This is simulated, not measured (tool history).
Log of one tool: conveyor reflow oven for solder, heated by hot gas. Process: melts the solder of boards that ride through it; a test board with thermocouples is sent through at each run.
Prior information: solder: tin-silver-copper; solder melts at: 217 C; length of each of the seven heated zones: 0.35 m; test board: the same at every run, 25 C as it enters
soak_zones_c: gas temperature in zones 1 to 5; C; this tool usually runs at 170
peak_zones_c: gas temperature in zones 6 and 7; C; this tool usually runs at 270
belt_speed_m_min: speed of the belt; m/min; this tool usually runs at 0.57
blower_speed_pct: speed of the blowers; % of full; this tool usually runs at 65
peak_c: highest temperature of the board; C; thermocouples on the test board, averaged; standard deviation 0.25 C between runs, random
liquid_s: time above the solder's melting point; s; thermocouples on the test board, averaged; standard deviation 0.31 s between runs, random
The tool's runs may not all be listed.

run,hour,soak_zones_c,peak_zones_c,belt_speed_m_min,blower_speed_pct,peak_c,liquid_s
1,0,170,270,0.57,65,247.7,48.7
2,19,170,270,0.57,63,246.9,48.3
3,37.5,170,270,0.57,79,251.1,52.4
4,59.3,170,270,0.57,79,250.9,52.4
5,76.4,170,270,0.57,65,248,48.3
6,92.9,170,270,0.57,65,247.2,48.4
# hour 98.5: belt drive overhauled, speed set with a stopwatch
7,115.1,170,270,0.57,65,247.7,48.5
8,125.9,170,270,0.57,65,247.5,48.1
9,138.3,183,270,0.57,76,252.7,58.4
10,148.8,163,258,0.571,65,236,34.9
11,168.6,159,260,0.524,64,239.1,42
12,184.6,159,263,0.524,64,242.4,44.6
13,207.6,170,278,0.57,70,254.7,54

What will run 14 give?
# hour 217.4: belt drive overhauled, speed set with a stopwatch, once more
14,235.4,170,284,0.479,67,?,?

{"run 14": {"peak_c": 266.2, "liquid_s": 73.7}}
On a tool with no hidden condition, and with the same random variation, this run would have come out at peak_c 266.3 C, liquid_s 73.9 s.
